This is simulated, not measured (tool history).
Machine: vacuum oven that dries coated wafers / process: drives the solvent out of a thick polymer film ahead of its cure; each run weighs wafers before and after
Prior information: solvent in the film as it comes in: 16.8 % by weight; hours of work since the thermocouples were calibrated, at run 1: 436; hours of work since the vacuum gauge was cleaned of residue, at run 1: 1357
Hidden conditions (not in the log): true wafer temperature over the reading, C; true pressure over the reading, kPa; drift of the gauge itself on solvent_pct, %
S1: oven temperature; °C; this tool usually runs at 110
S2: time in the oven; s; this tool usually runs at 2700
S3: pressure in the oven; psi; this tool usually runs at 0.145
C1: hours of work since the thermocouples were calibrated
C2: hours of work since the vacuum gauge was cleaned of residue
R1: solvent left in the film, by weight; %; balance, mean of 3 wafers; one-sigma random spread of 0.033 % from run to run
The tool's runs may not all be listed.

run    hour   S1    S2     S3    C1    C2    R1
  1     0.0  110  2700  0.145   436  1357  1.34
  2    93.2  110  2700  0.145   481  1402  1.26
  3   164.1  110  2700  0.145   515  1436  1.30
  4   253.6  110  2700  0.145   558  1479  1.27
  5   339.1  110  2700  0.145   599  1520  1.24
  6   430.1  110  2700  0.145   643  1564  1.27
  7   481.0  110  2700  0.145   668  1588  1.31
  8   552.0  110  2700  0.084   702  1622  0.97
  9   601.3  110  2700  0.084   726  1646  1.11
 10   660.8  110  2700  0.084   754  1675  1.08
 11   719.3  110  2700  0.084   782  1703  1.11
 12   774.9  110  2700  0.145   809  1730  1.31
 13   827.0  110  3960  0.144   834  1755  1.05
 14   886.1  103  2460  0.104   863  1783  2.42
 15   925.4  103  2460  0.104   882  1802  2.50
 16   987.8  103  2460  0.104   912  1832  2.49
 17  1049.5  114  2040  0.145   941  1862  1.27
 18  1109.7  114  2040  0.145   970  1891  1.23
 19  1200.1  107  3720  0.292  1014  1934  1.87
 20  1265.0  110  2700  0.080  1045  1965  1.08
 21  1356.2  119  2700  0.083  1089  2009  0.62
 22  1416.8  119  2700  0.083  1118  2038  0.62
 23  1498.9  119  2700  0.083  1157  2078  0.56
 24  1578.3  119  2700  0.083  1196  2116  0.62

Each row is a separate what-if for the run after 24, all from the same tool condition, not one after another. Results?
  A  1618.5  124  2700  0.276  1215  2136   ?
  B  1618.5  103  2700  0.145  1215  2136   ?
  C  1618.5  105  1920  0.145  1215  2136   ?
  D  1618.5  105  2700  0.360  1215  2136   ?

run    R1
  A  0.98
  B  2.34
  C  3.01
  D  2.88
With no hidden state in the tool, these same runs would have given:
run    R1
  A  0.70
  B  2.00
  C  2.80
  D  2.57
